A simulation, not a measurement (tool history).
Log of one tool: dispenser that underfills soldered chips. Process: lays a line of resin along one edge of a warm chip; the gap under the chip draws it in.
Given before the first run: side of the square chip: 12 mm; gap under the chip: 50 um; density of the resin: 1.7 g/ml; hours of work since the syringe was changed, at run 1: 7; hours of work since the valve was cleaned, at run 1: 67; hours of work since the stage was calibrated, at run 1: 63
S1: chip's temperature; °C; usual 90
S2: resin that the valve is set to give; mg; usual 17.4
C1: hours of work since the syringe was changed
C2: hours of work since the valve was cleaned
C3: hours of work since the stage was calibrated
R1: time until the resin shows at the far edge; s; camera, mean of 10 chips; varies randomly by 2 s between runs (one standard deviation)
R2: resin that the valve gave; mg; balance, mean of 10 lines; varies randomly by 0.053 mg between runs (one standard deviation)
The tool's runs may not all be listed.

run	hour	S1	S2	C1	C2	C3	R1	R2
1	0	90	17.4	7	67	63	269.5	16.87
# hour 4.4: new syringe of resin
2	6.7	89	17.4	2	71	67	217.4	16.93
3	10.9	89	17.4	5	75	71	254.9	16.76
4	14.7	89	17.4	8	77	73	281.6	16.84
# hour 18.3: new syringe of resin
5	20.9	90	17.4	2	82	78	214.2	16.75
6	24	90	17.4	4	84	80	234.2	16.74
7	30.2	90	17.4	9	89	85	285.3	16.7
# hour 31.9: new syringe of resin
8	35.5	90	17.4	3	92	88	218.5	16.73
9	40.8	90	17.4	7	96	92	267.5	16.62
10	43.9	90	17.4	9	98	94	294.9	16.61
# hour 45.5: new syringe of resin
11	49.8	90	18.4	3	103	99	219.4	17.57
12	54.3	90	18.4	7	106	102	256.6	17.49
13	57.2	90	17.4	9	108	104	280.2	16.57
# hour 59: new syringe of resin
14	60.8	77	17.4	1	111	106	291.8	16.57
# hour 64.6: dispensing valve cleaned and set on the balance
15	67.8	77	20.5	6	2	111	345.3	20.46
16	70.8	89	15.3	8	5	113	293.5	15.3
# hour 73.9: new syringe of resin
17	75.7	95	22.4	1	8	117	173.5	22.28
18	79	81	15.5	4	10	119	303.1	15.37
19	84.9	101	16.9	8	15	123	213.1	16.84
# hour 87.5: new syringe of resin
20	90.3	101	16.9	2	19	127	158.3	16.77
21	93.5	90	17.5	4	21	130	235.6	17.39
22	96.6	90	17.5	7	23	132	264.3	17.34
# hour 101.1: new syringe of resin
23	102.2	77	20.7	1	27	136	270.8	20.46
24	108.6	82	19.1	6	32	140	299.5	18.9
# hour 115: new syringe of resin
25	115.3	99	19.9	0	37	145	147	19.6
26	121.1	99	19.9	5	41	149	178.7	19.52
27	125.2	87	15.4	8	44	152	303.3	15.15

Below are 5 alternative next runs, each starting from the tool's condition after run 27. Predict each:
# hour 128.8: new syringe of resin
A	130.7	88	21.7	1	48	156	?	?
# hour 128.8: new syringe of resin
B	130.7	83	18.9	1	48	156	?	?
# hour 128.8: new syringe of resin
C	130.7	79	21.4	1	48	156	?	?
# hour 128.8: new syringe of resin
D	130.7	97	15	1	48	156	?	?
# hour 128.8: new syringe of resin
E	130.7	90	18.4	1	48	156	?	?

run	R1	R2
A	201.1	21.14
B	236	18.53
C	261.7	20.94
D	177.2	14.69
E	198.6	17.92
Stripped of hidden state, with their random variation kept, the same runs would have yielded:
run	R1	R2
A	196.1	21.59
B	230	18.92
C	255.6	21.39
D	171.5	15
E	193.2	18.3
